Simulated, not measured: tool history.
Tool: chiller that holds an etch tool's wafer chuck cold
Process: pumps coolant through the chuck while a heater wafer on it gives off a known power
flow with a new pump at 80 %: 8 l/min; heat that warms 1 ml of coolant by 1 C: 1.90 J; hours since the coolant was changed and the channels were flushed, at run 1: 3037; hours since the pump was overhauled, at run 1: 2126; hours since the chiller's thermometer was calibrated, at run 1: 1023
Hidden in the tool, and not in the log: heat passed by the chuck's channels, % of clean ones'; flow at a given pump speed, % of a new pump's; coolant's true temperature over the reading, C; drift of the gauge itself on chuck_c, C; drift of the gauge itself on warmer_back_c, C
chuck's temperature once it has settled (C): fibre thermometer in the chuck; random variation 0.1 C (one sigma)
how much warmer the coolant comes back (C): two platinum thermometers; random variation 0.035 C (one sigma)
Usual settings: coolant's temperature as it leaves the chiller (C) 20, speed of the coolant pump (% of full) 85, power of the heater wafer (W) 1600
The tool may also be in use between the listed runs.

run    hour  coolant's temperature as it leaves the chiller (C)  speed of the coolant pump (% of full)  power of the heater wafer (W)  hours since the coolant was changed and the channels were flushed  hours since the pump was overhauled  hours since the chiller's thermometer was calibrated  chuck's temperature once it has settled (C)  how much warmer the coolant comes back (C)
  1       0                                                  20                                     85                           1600                                                               3037                                 2126                                                  1023                                         34.2                                        6.48
  2    66.5                                                  20                                     85                           1600                                                               3103                                 2193                                                  1089                                         34.3                                        6.49
  3   135.7                                                  20                                     85                           1600                                                               3172                                 2262                                                  1158                                         34.4                                        6.45
      208.3  -- coolant changed, channels flushed
  4   295.9                                                  20                                     85                           1600                                                                 88                                 2416                                                  1313                                           33                                        6.63
  5     427                                                  20                                     85                           1793                                                                219                                 2547                                                  1444                                         34.6                                        7.43
  6   501.5                                                  20                                     85                           1793                                                                293                                 2622                                                  1518                                         34.3                                         7.4
  7   607.6                                                  20                                     85                           1793                                                                399                                 2728                                                  1624                                         34.6                                        7.48
  8   716.3                                                  20                                     85                           1793                                                                508                                 2837                                                  1733                                         34.9                                        7.47
  9   805.1                                                  20                                     85                           1600                                                                597                                 2926                                                  1822                                         33.1                                        6.72
 10   956.8                                                  20                                     85                           1600                                                                749                                 3077                                                  1974                                         33.2                                        6.75
 11  1063.9                                                  20                                     85                           1600                                                                856                                 3184                                                  2081                                         33.2                                        6.82
 12    1133                                                  20                                     85                           1600                                                                925                                 3253                                                  2150                                           33                                        6.73
 13  1267.6                                                  20                                     85                           1600                                                               1059                                 3388                                                  2284                                         33.3                                        6.78
 14  1393.1                                                  20                                     85                           1600                                                               1185                                 3514                                                  2410                                         33.4                                        6.87
 15    1497                                                  20                                     85                           1461                                                               1289                                 3617                                                  2514                                         32.5                                        6.33
 16  1593.8                                                  29                                     63                            868                                                               1385                                 3714                                                  2611                                         37.9                                        5.03
 17  1680.5                                                  29                                     63                            868                                                               1472                                 3801                                                  2697                                         37.8                                         5.1
 18    1832                                                  29                                     75                           2399                                                               1624                                 3952                                                  2849                                         52.1                                       11.87
 19  1901.7                                                  20                                     99                           1173                                                               1693                                 4022                                                  2918                                         28.9                                        4.47
 20  2050.9                                                  20                                     99                           1173                                                               1843                                 4171                                                  3068                                         28.9                                        4.45
     2066.5  -- coolant pump overhauled
 21  2151.1                                                  20                                     99                           1173                                                               1938                                   85                                                  3163                                         27.7                                        3.82
 22  2240.9                                                  27                                     85                           1069                                                               2028                                  174                                                  3253                                           35                                        4.02
 23  2367.9                                                  19                                     80                           1731                                                               2155                                  301                                                  3380                                           33                                        6.95
 24  2485.1                                                  11                                     66                           1736                                                               2272                                  419                                                  3497                                         27.5                                        8.42
 25  2588.3                                                  24                                     69                           1952                                                               2375                                  522                                                  3600                                         42.1                                        9.09
 26  2679.7                                                  15                                     81                           1140                                                               2466                                  613                                                  3691                                         24.1                                        4.56
 27  2838.3                                                  15                                     81                           1140                                                               2625                                  772                                                  3850                                         24.1                                        4.52
 28  2995.8                                                  20                                     96                            971                                                               2782                                  929                                                  4008                                         26.7                                        3.33
 29  3092.9                                                  26                                    100                            971                                                               2880                                 1026                                                  4105                                         32.4                                        3.19
 30    3209                                                  26                                    100                            971                                                               2996                                 1142                                                  4221                                         32.4                                        3.22

Forecast each of these 3 alternatives for the next run:
  A  3333.3                                                  18                                     83                           1518                                                               3120                                 1267                                                  4345                                            ?                                           ?
  B  3333.3                                                  14                                     81                            971                                                               3120                                 1267                                                  4345                                            ?                                           ?
  C  3333.3                                                  26                                     91                            971                                                               3120                                 1267                                                  4345                                            ?                                           ?

run  chuck's temperature once it has settled (C)  how much warmer the coolant comes back (C)
  A                                         30.6                                        6.08
  B                                         21.7                                        4.01
  C                                         33.1                                        3.54
Without the tool's hidden state the same runs would have given:
run  chuck's temperature once it has settled (C)  how much warmer the coolant comes back (C)
  A                                         29.8                                        5.79
  B                                         21.6                                        3.82
  C                                         33.1                                        3.37

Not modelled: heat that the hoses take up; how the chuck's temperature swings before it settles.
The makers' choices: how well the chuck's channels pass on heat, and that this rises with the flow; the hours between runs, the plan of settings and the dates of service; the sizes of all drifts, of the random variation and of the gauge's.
